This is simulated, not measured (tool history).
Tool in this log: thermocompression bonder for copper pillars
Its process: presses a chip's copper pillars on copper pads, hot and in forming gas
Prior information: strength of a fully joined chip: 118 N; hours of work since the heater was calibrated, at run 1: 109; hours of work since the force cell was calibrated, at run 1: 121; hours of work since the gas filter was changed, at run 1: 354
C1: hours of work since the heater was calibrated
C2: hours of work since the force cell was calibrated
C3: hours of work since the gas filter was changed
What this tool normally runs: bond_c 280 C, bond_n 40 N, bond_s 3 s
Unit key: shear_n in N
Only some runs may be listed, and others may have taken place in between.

{"run": 1, "hour": 0.0, "bond_c": 280, "bond_n": 40, "bond_s": 3, "C1": 109, "C2": 121, "C3": 354, "shear_n": 52}
{"run": 2, "hour": 5.3, "bond_c": 280, "bond_n": 40, "bond_s": 3, "C1": 112, "C2": 124, "C3": 357, "shear_n": 51.4}
{"run": 3, "hour": 11.7, "bond_c": 280, "bond_n": 40, "bond_s": 3, "C1": 116, "C2": 128, "C3": 361, "shear_n": 50.4}
{"run": 4, "hour": 19.2, "bond_c": 280, "bond_n": 35, "bond_s": 3, "C1": 121, "C2": 133, "C3": 366, "shear_n": 44.3}
{"run": 5, "hour": 28.9, "bond_c": 254, "bond_n": 40, "bond_s": 3, "C1": 127, "C2": 139, "C3": 372, "shear_n": 39.4}
{"run": 6, "hour": 38.8, "bond_c": 280, "bond_n": 40, "bond_s": 3, "C1": 133, "C2": 145, "C3": 378, "shear_n": 50}
{"hour": 45.9, "done": "forming gas filter changed"}
{"run": 7, "hour": 50.0, "bond_c": 280, "bond_n": 40, "bond_s": 3, "C1": 140, "C2": 152, "C3": 3, "shear_n": 51.6}
{"run": 8, "hour": 62.7, "bond_c": 280, "bond_n": 40, "bond_s": 3, "C1": 147, "C2": 160, "C3": 11, "shear_n": 52.8}
{"run": 9, "hour": 75.3, "bond_c": 276, "bond_n": 30, "bond_s": 4, "C1": 155, "C2": 168, "C3": 18, "shear_n": 41.6}
{"run": 10, "hour": 84.7, "bond_c": 280, "bond_n": 40, "bond_s": 6, "C1": 161, "C2": 173, "C3": 24, "shear_n": 66.1}
{"run": 11, "hour": 96.0, "bond_c": 288, "bond_n": 33, "bond_s": 2, "C1": 168, "C2": 181, "C3": 31, "shear_n": 39}
{"run": 12, "hour": 102.5, "bond_c": 289, "bond_n": 40, "bond_s": 3, "C1": 172, "C2": 185, "C3": 35, "shear_n": 55.4}
{"run": 13, "hour": 108.0, "bond_c": 289, "bond_n": 40, "bond_s": 3, "C1": 176, "C2": 188, "C3": 39, "shear_n": 56}

4 options for the next run, each taken on its own from the tool as it stands now. Forecast them:
{"run": "A", "hour": 114.6, "bond_c": 259, "bond_n": 45, "bond_s": 3, "C1": 180, "C2": 192, "C3": 43, "shear_n": "?"}
{"run": "B", "hour": 114.6, "bond_c": 289, "bond_n": 44, "bond_s": 3, "C1": 180, "C2": 192, "C3": 43, "shear_n": "?"}
{"run": "C", "hour": 114.6, "bond_c": 289, "bond_n": 43, "bond_s": 2, "C1": 180, "C2": 192, "C3": 43, "shear_n": "?"}
{"run": "D", "hour": 114.6, "bond_c": 256, "bond_n": 40, "bond_s": 6, "C1": 180, "C2": 192, "C3": 43, "shear_n": "?"}

run=A shear_n=47.9
run=B shear_n=60.2
run=C shear_n=50.8
run=D shear_n=53.6
Stripped of hidden state, with their random variation kept, the same runs would have yielded:
run=A shear_n=49.5
run=B shear_n=61.9
run=C shear_n=52.3
run=D shear_n=55.3

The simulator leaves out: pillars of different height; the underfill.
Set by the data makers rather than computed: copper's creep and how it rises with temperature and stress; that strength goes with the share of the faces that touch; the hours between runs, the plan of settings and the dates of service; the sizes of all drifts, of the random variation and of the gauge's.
